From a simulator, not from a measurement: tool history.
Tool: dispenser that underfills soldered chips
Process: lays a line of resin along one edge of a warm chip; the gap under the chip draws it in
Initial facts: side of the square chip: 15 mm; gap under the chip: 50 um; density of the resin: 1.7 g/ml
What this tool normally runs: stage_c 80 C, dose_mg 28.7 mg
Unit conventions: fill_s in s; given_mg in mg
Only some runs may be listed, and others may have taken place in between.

| run | day | stage_c | dose_mg | fill_s | given_mg |
|---|---|---|---|---|---|
| 1 | 0.000 | 80 | 28.7 | 91.3 | 27.15 |
|  | 0.129 | new syringe of resin |
| 2 | 0.338 | 70 | 28.7 | 127.0 | 27.09 |
| 3 | 0.521 | 70 | 28.7 | 146.5 | 27.16 |
|  | 0.621 | new syringe of resin |
| 4 | 0.850 | 80 | 28.7 | 81.1 | 27.05 |
| 5 | 1.025 | 80 | 28.7 | 94.7 | 26.84 |
|  | 1.108 | new syringe of resin |
| 6 | 1.350 | 70 | 28.7 | 133.4 | 26.80 |
| 7 | 1.488 | 80 | 28.7 | 93.8 | 26.60 |
|  | 1.604 | new syringe of resin |
| 8 | 1.675 | 80 | 28.7 | 71.7 | 26.72 |
| 9 | 1.929 | 80 | 28.7 | 88.2 | 26.71 |
|  | 2.112 | new syringe of resin |
| 10 | 2.146 | 80 | 28.7 | 70.6 | 26.63 |
| 11 | 2.462 | 80 | 28.7 | 90.3 | 26.38 |
|  | 2.612 | new syringe of resin |
| 12 | 2.633 | 80 | 28.7 | 69.2 | 26.33 |
| 13 | 2.958 | 80 | 28.7 | 91.0 | 26.12 |
|  | 3.121 | new syringe of resin |
| 14 | 3.146 | 80 | 28.7 | 70.2 | 26.24 |
| 15 | 3.392 | 85 | 28.7 | 68.8 | 26.21 |
| 16 | 3.533 | 85 | 28.7 | 76.8 | 26.06 |
|  | 3.625 | new syringe of resin |
| 17 | 3.729 | 85 | 28.7 | 60.3 | 26.16 |
| 18 | 3.967 | 80 | 25.7 | 92.4 | 23.19 |
|  | 4.133 | new syringe of resin |
|  | 4.192 | dispensing valve cleaned and set on the balance |
| 19 | 4.196 | 80 | 25.7 | 71.5 | 25.68 |
| 20 | 4.408 | 80 | 25.7 | 85.7 | 25.67 |
|  | 4.662 | new syringe of resin |
| 21 | 4.667 | 80 | 25.7 | 69.2 | 25.47 |
| 22 | 4.958 | 84 | 35.3 | 70.3 | 35.15 |
|  | 5.150 | new syringe of resin |
| 23 | 5.233 | 81 | 28.7 | 70.4 | 28.50 |
| 24 | 5.396 | 79 | 32.4 | 86.8 | 31.83 |
| 25 | 5.558 | 69 | 27.9 | 160.1 | 27.35 |
|  | 5.654 | new syringe of resin |
| 26 | 5.779 | 69 | 27.9 | 126.9 | 27.42 |

Run 27, settings as shown, results not yet in. Your forecast:
| 27 | 6.029 | 69 | 27.6 | ? | ? |

{"run 27": {"fill_s": 153.4, "given_mg": 27.04}}
With the hidden condition absent and the run-to-run variation left alone, this run would have shown fill_s 110.5 s, given_mg 27.64 mg.
